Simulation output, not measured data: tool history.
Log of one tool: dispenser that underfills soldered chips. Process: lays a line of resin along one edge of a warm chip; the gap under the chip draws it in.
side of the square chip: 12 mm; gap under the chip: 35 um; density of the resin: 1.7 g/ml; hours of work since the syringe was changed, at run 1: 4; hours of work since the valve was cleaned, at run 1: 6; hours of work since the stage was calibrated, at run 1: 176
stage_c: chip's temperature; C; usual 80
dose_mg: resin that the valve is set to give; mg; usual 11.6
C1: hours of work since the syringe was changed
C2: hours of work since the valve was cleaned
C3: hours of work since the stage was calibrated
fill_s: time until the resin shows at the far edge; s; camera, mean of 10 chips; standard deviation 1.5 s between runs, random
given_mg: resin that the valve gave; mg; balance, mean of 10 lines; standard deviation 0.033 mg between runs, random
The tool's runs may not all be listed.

Run 1, hour 0: usual settings; C1 4; C2 6; C3 176. Result: fill_s 195.1 s, given_mg 11.55 mg.
Run 2, hour 6.4: usual settings; C1 8; C2 10; C3 180. Result: fill_s 263.2 s, given_mg 11.5 mg.
At hour 7.2: new syringe of resin.
Run 3, hour 14.4: usual settings; C1 5; C2 15; C3 185. Result: fill_s 204.4 s, given_mg 11.48 mg.
At hour 20.4: new syringe of resin.
Run 4, hour 23.3: usual settings; C1 2; C2 20; C3 190. Result: fill_s 165.7 s, given_mg 11.37 mg.
Run 5, hour 30.4: usual settings; C1 6; C2 25; C3 194. Result: fill_s 237.2 s, given_mg 11.23 mg.
At hour 34: new syringe of resin.
Run 6, hour 37.9: usual settings; C1 2; C2 29; C3 199. Result: fill_s 174.9 s, given_mg 11.31 mg.
Run 7, hour 42.3: usual settings; C1 5; C2 32; C3 202. Result: fill_s 216.2 s, given_mg 11.24 mg.
At hour 47.4: new syringe of resin.
Run 8, hour 49.9: usual settings; C1 2; C2 36; C3 206. Result: fill_s 155.7 s, given_mg 11.23 mg.
Run 9, hour 55: usual settings but stage_c 81 C; C1 5; C2 40; C3 210. Result: fill_s 193.5 s, given_mg 11.17 mg.
At hour 60.6: new syringe of resin.
Run 10, hour 61.8: usual settings but stage_c 86 C; C1 1; C2 44; C3 214. Result: fill_s 114.9 s, given_mg 11.12 mg.
At hour 63.5: dispensing valve cleaned and set on the balance.
Run 11, hour 69.4: usual settings but stage_c 86 C; C1 5; C2 4; C3 218. Result: fill_s 159.6 s, given_mg 11.55 mg.
At hour 75: new syringe of resin.
Run 12, hour 76.2: usual settings but stage_c 86 C; C1 1; C2 8; C3 222. Result: fill_s 113 s, given_mg 11.54 mg.
Run 13, hour 80: usual settings; C1 3; C2 10; C3 224. Result: fill_s 184.7 s, given_mg 11.51 mg.
Run 14, hour 86.1: usual settings but dose_mg 13.5 mg; C1 7; C2 14; C3 228. Result: fill_s 238.2 s, given_mg 13.38 mg.
At hour 88.8: new syringe of resin.
Run 15, hour 94.7: usual settings but dose_mg 14.5 mg; C1 4; C2 19; C3 233. Result: fill_s 179.4 s, given_mg 14.33 mg.
Run 16, hour 98.4: usual settings but dose_mg 14.5 mg; C1 6; C2 22; C3 236. Result: fill_s 214.6 s, given_mg 14.21 mg.
At hour 101.9: new syringe of resin.
Run 17, hour 106.7: usual settings but dose_mg 14.5 mg; C1 3; C2 27; C3 241. Result: fill_s 174.9 s, given_mg 14.15 mg.
Run 18, hour 113.9: usual settings but dose_mg 14.5 mg; C1 8; C2 31; C3 245. Result: fill_s 252 s, given_mg 14.13 mg.
At hour 115.4: new syringe of resin.
Run 19, hour 122: usual settings but stage_c 67 C, dose_mg 10.6 mg; C1 4; C2 36; C3 250. Result: fill_s 378.4 s, given_mg 10.23 mg.
At hour 128.8: new syringe of resin.
Run 20, hour 128.8: usual settings but stage_c 95 C, dose_mg 10.6 mg; C1 0; C2 40; C3 254. Result: fill_s 70 s, given_mg 10.2 mg.
At hour 135.9: dispensing valve cleaned and set on the balance.
Run 21, hour 135.9: usual settings but stage_c 95 C, dose_mg 10.6 mg; C1 4; C2 0; C3 258. Result: fill_s 94.6 s, given_mg 10.61 mg.
At hour 143.3: new syringe of resin.
Run 22, hour 144: usual settings but stage_c 76 C, dose_mg 13.4 mg; C1 0; C2 5; C3 263. Result: fill_s 165.7 s, given_mg 13.33 mg.
Run 23, hour 147.7: usual settings but stage_c 77 C, dose_mg 12.5 mg; C1 3; C2 7; C3 265. Result: fill_s 194.6 s, given_mg 12.44 mg.
Run 24, hour 153.2: usual settings but stage_c 77 C, dose_mg 12.5 mg; C1 6; C2 11; C3 269. Result: fill_s 253.4 s, given_mg 12.34 mg.
At hour 156.5: new syringe of resin.
Run 25, hour 158.3: usual settings but stage_c 93 C, dose_mg 12 mg; C1 1; C2 14; C3 272. Result: fill_s 83.4 s, given_mg 11.8 mg.
Run 26, hour 164.3: usual settings but stage_c 76 C; C1 5; C2 17; C3 275. Result: fill_s 255.2 s, given_mg 11.44 mg.
At hour 169.9: new syringe of resin.
Run 27, hour 172.8: usual settings but stage_c 91 C; C1 2; C2 23; C3 281. Result: fill_s 97.1 s, given_mg 11.33 mg.
Run 28, hour 180.2: usual settings but stage_c 68 C, dose_mg 12.4 mg; C1 6; C2 27; C3 285. Result: fill_s 428 s, given_mg 12.03 mg.
At hour 183.3: new syringe of resin.
Run 29, hour 187.1: usual settings but stage_c 77 C, dose_mg 10.1 mg; C1 2; C2 31; C3 289. Result: fill_s 201.9 s, given_mg 9.86 mg.
Run 30, hour 192.1: usual settings but stage_c 87 C, dose_mg 13.7 mg; C1 6; C2 35; C3 293. Result: fill_s 149.6 s, given_mg 13.23 mg.
At hour 196.6: new syringe of resin.
Run 31, hour 196.8: usual settings but stage_c 87 C, dose_mg 13.7 mg; C1 0; C2 37; C3 295. Result: fill_s 97.8 s, given_mg 13.14 mg.
Run 32, hour 202.3: usual settings but stage_c 74 C, dose_mg 13.5 mg; C1 4; C2 41; C3 299. Result: fill_s 240.9 s, given_mg 12.98 mg.
Run 33, hour 206.7: usual settings but stage_c 81 C, dose_mg 14.7 mg; C1 6; C2 44; C3 302. Result: fill_s 211.9 s, given_mg 14.1 mg.
At hour 208.5: dispensing valve cleaned and set on the balance.
At hour 210.7: new syringe of resin.
Run 34, hour 214.5: usual settings but stage_c 81 C, dose_mg 14.7 mg; C1 2; C2 4; C3 306. Result: fill_s 156 s, given_mg 14.66 mg.

What differs in the tool's unlogged condition from the final listed run ahead of each entry between runs to the first listed run following it?
In the gap between runs 2 and 3: new syringe of resin (hour 7.2)
  resin's viscosity, % of fresh resin's: 185.7 -> 144.6; dose that the valve gives, % of what is set: 98.98 -> 98.54; true chip temperature over the reading, C: 1.22 -> 1.26
  measured result minus the result with no hidden state, fill_s: +113.2 -> +54.7 s; given_mg: -0.12 -> -0.17 mg
In the gap between runs 3 and 4: new syringe of resin (hour 20.4)
  resin's viscosity, % of fresh resin's: 144.6 -> 115.8; dose that the valve gives, % of what is set: 98.54 -> 98.06; true chip temperature over the reading, C: 1.26 -> 1.3
  measured result minus the result with no hidden state, fill_s: +54.7 -> +14 s; given_mg: -0.17 -> -0.23 mg
In the gap between runs 5 and 6: new syringe of resin (hour 34)
  resin's viscosity, % of fresh resin's: 165.9 -> 122.4; dose that the valve gives, % of what is set: 97.64 -> 97.23; true chip temperature over the reading, C: 1.33 -> 1.37
  measured result minus the result with no hidden state, fill_s: +85.8 -> +23.3 s; given_mg: -0.28 -> -0.32 mg
In the gap between runs 7 and 8: new syringe of resin (hour 47.4)
  resin's viscosity, % of fresh resin's: 153 -> 110.6; dose that the valve gives, % of what is set: 97 -> 96.6; true chip temperature over the reading, C: 1.39 -> 1.43
  measured result minus the result with no hidden state, fill_s: +66.2 -> +6.3 s; given_mg: -0.35 -> -0.4 mg
In the gap between runs 9 and 10: new syringe of resin (hour 60.6)
  resin's viscosity, % of fresh resin's: 143.2 -> 107.4; dose that the valve gives, % of what is set: 96.31 -> 95.97; true chip temperature over the reading, C: 1.45 -> 1.48
  measured result minus the result with no hidden state, fill_s: +50.3 -> +1.5 s; given_mg: -0.43 -> -0.47 mg
In the gap between runs 10 and 11: dispensing valve cleaned and set on the balance (hour 63.5)
  resin's viscosity, % of fresh resin's: 107.4 -> 149.8; dose that the valve gives, % of what is set: 95.97 -> 99.77; true chip temperature over the reading, C: 1.48 -> 1.52
  measured result minus the result with no hidden state, fill_s: +1.5 -> +45.3 s; given_mg: -0.47 -> -0.02 mg
In the gap between runs 11 and 12: new syringe of resin (hour 75)
  resin's viscosity, % of fresh resin's: 149.8 -> 106.9; dose that the valve gives, % of what is set: 99.77 -> 99.37; true chip temperature over the reading, C: 1.52 -> 1.56
  measured result minus the result with no hidden state, fill_s: +45.3 -> -0.5 s; given_mg: -0.02 -> -0.07 mg
In the gap between runs 14 and 15: new syringe of resin (hour 88.8)
  resin's viscosity, % of fresh resin's: 175.8 -> 133.1; dose that the valve gives, % of what is set: 98.81 -> 98.31; true chip temperature over the reading, C: 1.61 -> 1.65
  measured result minus the result with no hidden state, fill_s: +92 -> +33.6 s; given_mg: -0.16 -> -0.24 mg
In the gap between runs 16 and 17: new syringe of resin (hour 101.9)
  resin's viscosity, % of fresh resin's: 160.9 -> 130.3; dose that the valve gives, % of what is set: 98.09 -> 97.65; true chip temperature over the reading, C: 1.67 -> 1.71
  measured result minus the result with no hidden state, fill_s: +70.4 -> +29.5 s; given_mg: -0.28 -> -0.34 mg
In the gap between runs 18 and 19: new syringe of resin (hour 115.4)
  resin's viscosity, % of fresh resin's: 186.9 -> 139; dose that the valve gives, % of what is set: 97.24 -> 96.83; true chip temperature over the reading, C: 1.75 -> 1.78
  measured result minus the result with no hidden state, fill_s: +105.6 -> +83.3 s; given_mg: -0.4 -> -0.33 mg
In the gap between runs 19 and 20: new syringe of resin (hour 128.8)
  resin's viscosity, % of fresh resin's: 139 -> 99; dose that the valve gives, % of what is set: 96.83 -> 96.49; true chip temperature over the reading, C: 1.78 -> 1.81
  measured result minus the result with no hidden state, fill_s: +83.3 -> -5.6 s; given_mg: -0.33 -> -0.37 mg
In the gap between runs 20 and 21: dispensing valve cleaned and set on the balance (hour 135.9)
  resin's viscosity, % of fresh resin's: 99 -> 134.4; dose that the valve gives, % of what is set: 96.49 -> 99.93; true chip temperature over the reading, C: 1.81 -> 1.84
  measured result minus the result with no hidden state, fill_s: -5.6 -> +18.3 s; given_mg: -0.37 -> +0 mg
In the gap between runs 21 and 22: new syringe of resin (hour 143.3)
  resin's viscosity, % of fresh resin's: 134.4 -> 102.8; dose that the valve gives, % of what is set: 99.93 -> 99.46; true chip temperature over the reading, C: 1.84 -> 1.88
  measured result minus the result with no hidden state, fill_s: +18.3 -> -11.1 s; given_mg: +0 -> -0.07 mg
In the gap between runs 24 and 25: new syringe of resin (hour 156.5)
  resin's viscosity, % of fresh resin's: 163.7 -> 112.3; dose that the valve gives, % of what is set: 98.93 -> 98.65; true chip temperature over the reading, C: 1.93 -> 1.96
  measured result minus the result with no hidden state, fill_s: +83.4 -> +2.6 s; given_mg: -0.14 -> -0.16 mg
In the gap between runs 26 and 27: new syringe of resin (hour 169.9)
  resin's viscosity, % of fresh resin's: 152.1 -> 117.4; dose that the valve gives, % of what is set: 98.28 -> 97.81; true chip temperature over the reading, C: 1.99 -> 2.03
  measured result minus the result with no hidden state, fill_s: +71 -> +7 s; given_mg: -0.2 -> -0.26 mg
In the gap between runs 28 and 29: new syringe of resin (hour 183.3)
  resin's viscosity, % of fresh resin's: 170.4 -> 121.1; dose that the valve gives, % of what is set: 97.38 -> 96.97; true chip temperature over the reading, C: 2.06 -> 2.1
  measured result minus the result with no hidden state, fill_s: +150.2 -> +19.8 s; given_mg: -0.33 -> -0.31 mg
In the gap between runs 30 and 31: new syringe of resin (hour 196.6)
  resin's viscosity, % of fresh resin's: 156.3 -> 101.7; dose that the valve gives, % of what is set: 96.68 -> 96.39; true chip temperature over the reading, C: 2.12 -> 2.14
  measured result minus the result with no hidden state, fill_s: +44.3 -> -7.9 s; given_mg: -0.45 -> -0.5 mg
In the gap between runs 33 and 34: dispensing valve cleaned and set on the balance (hour 208.5); new syringe of resin (hour 210.7)
  resin's viscosity, % of fresh resin's: 167.8 -> 122.2; dose that the valve gives, % of what is set: 95.83 -> 99.79; true chip temperature over the reading, C: 2.19 -> 2.22
  measured result minus the result with no hidden state, fill_s: +72.4 -> +14 s; given_mg: -0.61 -> -0.03 mg
